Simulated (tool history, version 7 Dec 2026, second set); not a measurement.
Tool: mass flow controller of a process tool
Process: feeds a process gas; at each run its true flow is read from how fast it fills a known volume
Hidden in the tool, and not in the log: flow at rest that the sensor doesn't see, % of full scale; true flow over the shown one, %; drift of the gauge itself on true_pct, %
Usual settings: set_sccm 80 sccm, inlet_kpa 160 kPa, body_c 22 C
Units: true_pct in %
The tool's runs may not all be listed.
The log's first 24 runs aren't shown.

run,hour,set_sccm,inlet_kpa,body_c,hours of work since the controller was set to zero,hours of work since the controller was changed,true_pct
25,2937.7,75,160,22,1701,1701,97.72
26,3016.7,80,189,28,1732,1732,97.95
27,3117.8,80,206,25,1773,1773,97.72
28,3233.5,22,146,40,1819,1819,96.30
29,3400.1,58,146,40,1885,1885,98.18
# hour 3410.0: controller's zero set anew
30,3507.0,23,146,27,39,1928,93.75
31,3659.4,88,160,39,100,1989,98.16
32,3781.5,88,160,31,148,2037,97.82
33,3904.3,88,160,31,197,2086,97.81
# hour 4040.8: controller's zero set anew, once more
34,4052.5,88,160,31,5,2145,98.80
35,4160.9,88,160,32,48,2189,98.81
36,4262.8,88,160,32,89,2229,98.98
37,4435.4,25,230,29,158,2298,97.66
38,4562.6,25,230,29,208,2349,97.58
39,4635.2,80,160,28,237,2378,98.59
40,4756.7,71,188,32,286,2427,98.65
41,4888.1,71,188,32,338,2479,98.49

5 ways to go on from here, each from the tool as it stands after run 41. What would each give?
A,5008.3,80,163,22,386,2527,?
B,5008.3,171,230,26,386,2527,?
C,5008.3,80,257,22,386,2527,?
D,5008.3,71,188,25,386,2527,?
E,5008.3,80,221,31,386,2527,?

run,true_pct
A,98.17
B,98.98
C,97.55
D,98.03
E,98.29
Without the tool's hidden state the same runs would have given:
run,true_pct
A,98.81
B,99.55
C,98.19
D,98.69
E,98.94

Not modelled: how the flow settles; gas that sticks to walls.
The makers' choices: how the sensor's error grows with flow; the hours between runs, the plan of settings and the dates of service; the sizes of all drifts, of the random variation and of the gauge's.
